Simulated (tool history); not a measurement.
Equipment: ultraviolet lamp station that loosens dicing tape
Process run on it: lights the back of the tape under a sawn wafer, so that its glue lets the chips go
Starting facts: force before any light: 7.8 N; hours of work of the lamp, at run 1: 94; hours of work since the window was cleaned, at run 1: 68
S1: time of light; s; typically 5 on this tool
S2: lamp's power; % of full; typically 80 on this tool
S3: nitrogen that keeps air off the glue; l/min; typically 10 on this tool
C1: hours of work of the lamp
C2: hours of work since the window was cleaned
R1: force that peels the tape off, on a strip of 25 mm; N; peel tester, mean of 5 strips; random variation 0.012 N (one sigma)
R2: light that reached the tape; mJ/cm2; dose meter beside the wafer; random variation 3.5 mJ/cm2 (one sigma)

run   hour  S1  S2  S3   C1   C2     R1   R2
  1    0.0   5  80  10   94   68  0.619  530
  2   17.6   5  80  10  102   76  0.608  524
  3   30.0   5  80  10  108   82  0.623  518
  4   46.1   5  80  10  115   89  0.615  519
  5   54.7   5  80  10  119   93  0.639  517
  6   73.6   5  80   4  128  101  1.176  519
  7   84.7   5  80   4  133  106  1.119  512
  8   97.9   5  80   4  139  112  1.157  514
  9  110.4   5  80  10  144  118  0.660  513
 10  122.9   5  80  10  150  124  0.640  509
 11  142.2   5  80  10  159  133  0.653  510
 12  162.4   5  80   6  168  142  0.908  507
 13  177.6   5  80   6  175  149  0.957  502
 14  189.8   5  80   6  180  154  0.915  505
 15  200.2   5  80  10  185  159  0.659  503
 16  212.0   4  80  15  190  164  0.886  399
 17  223.5   7  90  17  196  169  0.198  783
 18  238.4   8  89   4  202  176  0.358  884
 19  256.0   8  89   4  210  184  0.362  886

Run 20 has not been measured yet. What should we expect?
 20  268.9   9  63   8  216  190   ?   ?

R1: 0.382 N
R2: 700 mJ/cm2
With the hidden condition absent and the run-to-run variation left alone, this run would have shown R1 0.282 N, R2 799 mJ/cm2.

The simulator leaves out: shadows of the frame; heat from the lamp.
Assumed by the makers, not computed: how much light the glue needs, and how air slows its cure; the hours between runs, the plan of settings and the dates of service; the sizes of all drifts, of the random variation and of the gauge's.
